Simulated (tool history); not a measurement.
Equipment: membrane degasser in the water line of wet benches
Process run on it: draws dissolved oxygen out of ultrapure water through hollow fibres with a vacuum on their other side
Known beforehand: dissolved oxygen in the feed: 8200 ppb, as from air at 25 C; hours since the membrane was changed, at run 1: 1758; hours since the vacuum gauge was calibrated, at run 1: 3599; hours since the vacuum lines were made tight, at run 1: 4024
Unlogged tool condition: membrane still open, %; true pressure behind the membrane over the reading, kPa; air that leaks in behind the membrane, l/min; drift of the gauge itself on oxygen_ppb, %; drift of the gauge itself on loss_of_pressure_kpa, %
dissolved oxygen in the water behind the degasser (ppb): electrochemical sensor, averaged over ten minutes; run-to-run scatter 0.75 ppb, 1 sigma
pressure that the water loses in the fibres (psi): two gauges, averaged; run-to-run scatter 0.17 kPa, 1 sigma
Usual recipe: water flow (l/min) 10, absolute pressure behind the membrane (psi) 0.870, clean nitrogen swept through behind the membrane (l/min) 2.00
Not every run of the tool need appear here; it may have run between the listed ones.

| run | hour | water flow (l/min) | absolute pressure behind the membrane (psi) | clean nitrogen swept through behind the membrane (l/min) | hours since the membrane was changed | hours since the vacuum gauge was calibrated | hours since the vacuum lines were made tight | dissolved oxygen in the water behind the degasser (ppb) | pressure that the water loses in the fibres (psi) |
|---|---|---|---|---|---|---|---|---|---|
| 1 | 0.0 | 10 | 0.870 | 2.00 | 1758 | 3599 | 4024 | 73.9 | 4.237 |
| 2 | 45.3 | 10 | 1.269 | 2.00 | 1803 | 3645 | 4070 | 107.1 | 4.303 |
| 3 | 119.5 | 10 | 1.269 | 2.00 | 1877 | 3719 | 4144 | 106.2 | 4.210 |
| 4 | 188.7 | 10 | 0.870 | 2.00 | 1946 | 3788 | 4213 | 72.8 | 4.239 |
| 5 | 273.0 | 10 | 0.870 | 2.00 | 2031 | 3872 | 4297 | 74.4 | 4.305 |
| 6 | 366.9 | 10 | 0.870 | 2.00 | 2125 | 3966 | 4391 | 73.1 | 4.287 |
| 7 | 456.4 | 10 | 0.870 | 2.00 | 2214 | 4056 | 4481 | 73.2 | 4.303 |
| 8 | 517.0 | 10 | 0.870 | 2.00 | 2275 | 4116 | 4541 | 73.5 | 4.284 |
| 9 | 605.3 | 10 | 0.870 | 1.61 | 2363 | 4205 | 4630 | 82.3 | 4.300 |
| 10 | 704.3 | 10 | 0.870 | 1.61 | 2462 | 4304 | 4729 | 84.2 | 4.287 |
|  | 743.8 | vacuum gauge calibrated |
| 11 | 802.0 | 11 | 0.574 | 3.67 | 2559 | 58 | 4826 | 51.1 | 4.725 |
| 12 | 858.9 | 11 | 0.603 | 2.37 | 2616 | 115 | 4883 | 56.5 | 4.705 |
| 13 | 936.3 | 11 | 0.603 | 2.37 | 2693 | 193 | 4960 | 56.2 | 4.722 |
| 14 | 1006.6 | 10 | 0.548 | 0.87 | 2764 | 263 | 5030 | 53.6 | 4.279 |
| 15 | 1057.3 | 8 | 0.548 | 0.82 | 2815 | 314 | 5081 | 37.4 | 3.484 |
| 16 | 1129.9 | 8 | 0.548 | 0.82 | 2887 | 386 | 5154 | 36.8 | 3.458 |
| 17 | 1232.9 | 15 | 2.109 | 2.57 | 2990 | 489 | 5257 | 238.9 | 6.450 |
| 18 | 1288.6 | 15 | 2.109 | 2.57 | 3046 | 545 | 5312 | 240.8 | 6.450 |
| 19 | 1386.1 | 9 | 2.109 | 2.57 | 3143 | 642 | 5410 | 130.3 | 3.887 |
| 20 | 1447.2 | 9 | 2.109 | 2.57 | 3204 | 703 | 5471 | 128.8 | 3.843 |

Predict each of these 4 candidate next runs independently; none follows another, all start after run 20:
| A | 1495.6 | 11 | 1.043 | 1.17 | 3253 | 752 | 5519 | ? | ? |
| B | 1495.6 | 6 | 0.854 | 2.57 | 3253 | 752 | 5519 | ? | ? |
| C | 1495.6 | 9 | 1.363 | 0.89 | 3253 | 752 | 5519 | ? | ? |
| D | 1495.6 | 11 | 2.109 | 2.57 | 3253 | 752 | 5519 | ? | ? |

| run | dissolved oxygen in the water behind the degasser (ppb) | pressure that the water loses in the fibres (psi) |
|---|---|---|
| A | 135.9 | 4.779 |
| B | 28.4 | 2.538 |
| C | 182.4 | 3.841 |
| D | 170.1 | 4.756 |
What these runs would have given with no unlogged condition in the tool:
| run | dissolved oxygen in the water behind the degasser (ppb) | pressure that the water loses in the fibres (psi) |
|---|---|---|
| A | 129.1 | 4.688 |
| B | 26.0 | 2.489 |
| C | 174.6 | 3.767 |
| D | 161.9 | 4.666 |
